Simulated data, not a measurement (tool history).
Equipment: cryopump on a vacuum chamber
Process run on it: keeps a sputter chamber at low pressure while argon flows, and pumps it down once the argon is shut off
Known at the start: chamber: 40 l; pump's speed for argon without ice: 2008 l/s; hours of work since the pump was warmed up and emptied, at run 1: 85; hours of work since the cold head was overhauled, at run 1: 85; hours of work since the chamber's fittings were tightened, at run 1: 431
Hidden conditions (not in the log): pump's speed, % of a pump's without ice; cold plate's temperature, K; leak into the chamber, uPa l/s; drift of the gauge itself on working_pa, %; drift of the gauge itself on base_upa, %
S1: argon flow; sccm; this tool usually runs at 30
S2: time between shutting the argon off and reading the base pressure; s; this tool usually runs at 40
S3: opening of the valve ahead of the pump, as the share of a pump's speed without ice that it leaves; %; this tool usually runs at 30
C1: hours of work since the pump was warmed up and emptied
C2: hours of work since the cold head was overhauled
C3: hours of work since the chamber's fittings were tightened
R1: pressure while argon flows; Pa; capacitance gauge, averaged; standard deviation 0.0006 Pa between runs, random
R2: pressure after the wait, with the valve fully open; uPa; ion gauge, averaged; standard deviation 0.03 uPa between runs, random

run	hour	S1	S2	S3	C1	C2	C3	R1	R2
1	0	30	40	30	85	85	431	0.0852	1.68
2	11.8	30	40	30	94	94	440	0.0851	1.64
3	28	30	40	30	106	106	452	0.0845	1.64
4	40	30	40	32	115	115	461	0.0806	1.68
5	54.9	30	40	32	126	126	472	0.0804	1.67
6	63.1	30	40	30	132	132	478	0.0853	1.64
7	75.1	30	20	30	141	141	487	0.0849	2.95
8	85.5	30	40	58	149	149	495	0.0453	1.61
9	96.6	30	40	30	158	158	503	0.0854	1.66
10	103.6	30	40	30	163	163	509	0.085	1.73
11	117	30	40	43	173	173	519	0.0601	1.69
12	128.2	30	40	43	181	181	527	0.06	1.67
13	135.1	30	40	43	186	186	532	0.0594	1.63
14	145.8	30	40	43	194	194	540	0.0605	1.66
15	161.4	30	40	30	206	206	552	0.0856	1.69
16	174.5	30	40	29	216	216	561	0.0887	1.69
17	184	30	40	29	223	223	568	0.0887	1.66
18	197.1	30	37	30	232	232	578	0.0864	1.86
19	209.5	48	37	59	242	242	588	0.0723	1.78
20	222.9	30	95	44	252	252	597	0.0589	0.92
21	229.6	47	95	24	257	257	603	0.1678	0.97
22	239.1	30	86	56	264	264	610	0.0466	1.04
23	250	30	86	56	272	272	618	0.0472	0.93
24	263.1	18	40	36	282	282	628	0.0429	1.73
25	274.1	18	40	36	290	290	636	0.0434	1.71
26	288.3	18	40	36	300	300	646	0.0437	1.67
27	302.5	18	108	21	311	311	657	0.0736	0.85
28	316.5	18	108	21	322	322	667	0.0741	0.89
29	328.4	18	35	38	330	330	676	0.0411	2
30	338.2	18	35	38	338	338	684	0.0411	1.96
31	352.6	48	90	30	348	348	694	0.1383	0.99
32	369	14	119	53	361	361	706	0.0234	0.86
33	376	30	45	30	366	366	712	0.0857	1.58
34	385.8	28	273	20	373	373	719	0.1199	0.64
35	394.3	54	157	30	380	380	725	0.1552	0.76

Some steps in R1 between neighbouring runs. How much of each would the tool show without its hidden state too (settings, what came in, random variation), and how much is left for the hidden state, with any gauge scatter that isn't in both results?
Run 20 -> 21: S1 30 -> 47, S3 44 -> 24. R1 +0.1089 Pa: hidden state +0.0011, all else +0.1078.
Run 21 -> 22: S1 47 -> 30, S2 95 -> 86, S3 24 -> 56. R1 -0.1212 Pa: hidden state -0.0011, all else -0.1201.
Run 30 -> 31: S1 18 -> 48, S2 35 -> 90, S3 38 -> 30. R1 +0.0972 Pa: hidden state +0.0024, all else +0.0948.
Run 31 -> 32: S1 48 -> 14, S2 90 -> 119, S3 30 -> 53. R1 -0.1149 Pa: hidden state -0.0027, all else -0.1122.
Run 34 -> 35: S1 28 -> 54, S2 273 -> 157, S3 20 -> 30. R1 +0.0353 Pa: hidden state +0.0024, all else +0.0329.

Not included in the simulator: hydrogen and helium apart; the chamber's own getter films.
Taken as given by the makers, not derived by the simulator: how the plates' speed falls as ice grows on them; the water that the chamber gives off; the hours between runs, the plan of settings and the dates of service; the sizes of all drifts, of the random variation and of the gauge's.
